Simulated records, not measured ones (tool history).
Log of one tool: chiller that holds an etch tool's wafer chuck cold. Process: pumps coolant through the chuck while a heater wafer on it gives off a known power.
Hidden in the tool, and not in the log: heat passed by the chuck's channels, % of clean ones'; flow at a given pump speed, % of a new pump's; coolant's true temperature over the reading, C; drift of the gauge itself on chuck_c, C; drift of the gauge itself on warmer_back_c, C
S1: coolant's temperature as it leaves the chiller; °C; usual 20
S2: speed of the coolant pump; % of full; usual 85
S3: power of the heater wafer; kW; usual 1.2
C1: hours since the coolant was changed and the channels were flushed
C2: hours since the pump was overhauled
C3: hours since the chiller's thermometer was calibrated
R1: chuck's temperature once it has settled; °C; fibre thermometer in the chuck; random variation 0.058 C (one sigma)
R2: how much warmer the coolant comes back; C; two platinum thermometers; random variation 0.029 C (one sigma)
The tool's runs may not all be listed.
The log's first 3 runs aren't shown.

run	hour	S1	S2	S3	C1	C2	C3	R1	R2
4	108.3	20	85	1.2	3031	1964	2882	29.06	5.35
5	138.7	20	85	1.16	3061	1995	2912	28.8	5.2
6	171.4	20	85	1.16	3094	2028	2945	28.8	5.11
7	226.7	20	85	1.16	3149	2083	3000	28.78	5.22
8	269.2	20	85	1.005	3192	2125	3043	27.55	4.46
9	315.5	20	85	1.2	3238	2172	3089	29.24	5.34
10	364.4	23	85	1.2	3287	2220	3138	32.2	5.36
11	428.5	20	85	1.2	3351	2285	3202	29.14	5.36
12	471.7	20	85	1.2	3394	2328	3245	29.25	5.38
13	523.6	20	85	1.2	3446	2380	3297	29.1	5.4
14	572.6	20	85	1.2	3495	2429	3346	29.15	5.39
15	627.6	20	85	1.2	3550	2484	3401	29.24	5.39
16	677.9	20	85	1.2	3600	2534	3452	29.22	5.38
17	740.7	20	85	1.2	3663	2597	3514	29.05	5.35
18	784.6	20	85	1.2	3707	2641	3558	29.16	5.41
19	814.6	20	85	1.2	3737	2671	3588	29.14	5.39
20	870	20	99	1.2	3792	2726	3644	27.98	4.61
21	916.6	17	99	0.896	3839	2773	3690	22.77	3.39
22	975.2	24	67	1.2	3898	2831	3749	35.33	7.02
23	1004.8	15	62	1.085	3927	2861	3778	26	6.83
24	1047.2	15	99	0.688	3970	2903	3821	19.27	2.6
25	1089.8	27	85	0.876	4012	2946	3864	33.56	3.94
# hour 1101: chiller's thermometer calibrated
26	1151.3	28	93	1.022	4073	3006	50	35.87	4.2

The next listed run, before its measurement:
27	1212.1	12	80	0.797	4134	3067	111	?	?

Run 27 gave R1 19.02 °C, R2 3.82 C.
Without the tool's hidden state the same run would have given R1 18.46 °C, R2 3.69 C.
